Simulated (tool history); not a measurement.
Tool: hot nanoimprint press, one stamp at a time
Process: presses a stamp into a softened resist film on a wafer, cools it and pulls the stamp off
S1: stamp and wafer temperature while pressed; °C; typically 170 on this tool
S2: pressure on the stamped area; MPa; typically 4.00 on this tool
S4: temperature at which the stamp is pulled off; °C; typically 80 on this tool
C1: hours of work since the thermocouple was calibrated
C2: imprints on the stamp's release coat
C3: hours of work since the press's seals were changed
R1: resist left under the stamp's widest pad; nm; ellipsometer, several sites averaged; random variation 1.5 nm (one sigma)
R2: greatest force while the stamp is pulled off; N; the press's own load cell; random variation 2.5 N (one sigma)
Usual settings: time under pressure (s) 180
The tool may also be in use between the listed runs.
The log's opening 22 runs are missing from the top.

{"run": 23, "hour": 397.2, "S1": 178, "S2": 4.0, "time under pressure (s)": 140, "S4": 74, "C1": 297, "C2": 512, "C3": 625, "R1": 185.9, "R2": 142}
{"hour": 406.4, "done": "plate thermocouple calibrated"}
{"hour": 417.3, "done": "stamp cleaned and given a new release coat"}
{"run": 24, "hour": 427.3, "S1": 178, "S2": 4.0, "time under pressure (s)": 140, "S4": 74, "C1": 9, "C2": 36, "C3": 638, "R1": 176.6, "R2": 126}
{"run": 25, "hour": 440.7, "S1": 171, "S2": 3.79, "time under pressure (s)": 174, "S4": 76, "C1": 17, "C2": 84, "C3": 646, "R1": 229.9, "R2": 122}
{"run": 26, "hour": 454.2, "S1": 171, "S2": 3.79, "time under pressure (s)": 174, "S4": 76, "C1": 25, "C2": 133, "C3": 654, "R1": 233.9, "R2": 126}
{"run": 27, "hour": 471.8, "S1": 171, "S2": 3.79, "time under pressure (s)": 174, "S4": 76, "C1": 36, "C2": 197, "C3": 665, "R1": 234.0, "R2": 123}
{"run": 28, "hour": 481.8, "S1": 167, "S2": 5.92, "time under pressure (s)": 351, "S4": 80, "C1": 42, "C2": 233, "C3": 671, "R1": 187.0, "R2": 114}
{"run": 29, "hour": 504.9, "S1": 167, "S2": 2.61, "time under pressure (s)": 169, "S4": 80, "C1": 56, "C2": 316, "C3": 685, "R1": 308.3, "R2": 123}
{"run": 30, "hour": 524.7, "S1": 164, "S2": 4.44, "time under pressure (s)": 184, "S4": 71, "C1": 68, "C2": 387, "C3": 697, "R1": 289.1, "R2": 137}

Predict each of these 3 candidate next runs independently; none follows another, all start after run 30:
{"run": "A", "hour": 538.5, "S1": 170, "S2": 4.0, "time under pressure (s)": 349, "S4": 80, "C1": 76, "C2": 437, "C3": 705, "R1": "?", "R2": "?"}
{"run": "B", "hour": 538.5, "S1": 180, "S2": 4.44, "time under pressure (s)": 353, "S4": 80, "C1": 76, "C2": 437, "C3": 705, "R1": "?", "R2": "?"}
{"run": "C", "hour": 538.5, "S1": 158, "S2": 2.62, "time under pressure (s)": 244, "S4": 71, "C1": 76, "C2": 437, "C3": 705, "R1": "?", "R2": "?"}

run=A R1=193.3 R2=124
run=B R1=108.8 R2=126
run=C R1=358.5 R2=141
The same runs, with their run-to-run variation unchanged, on a tool lacking any hidden condition would have given:
run=A R1=187.6 R2=111
run=B R1=104.8 R2=113
run=C R1=356.5 R2=127
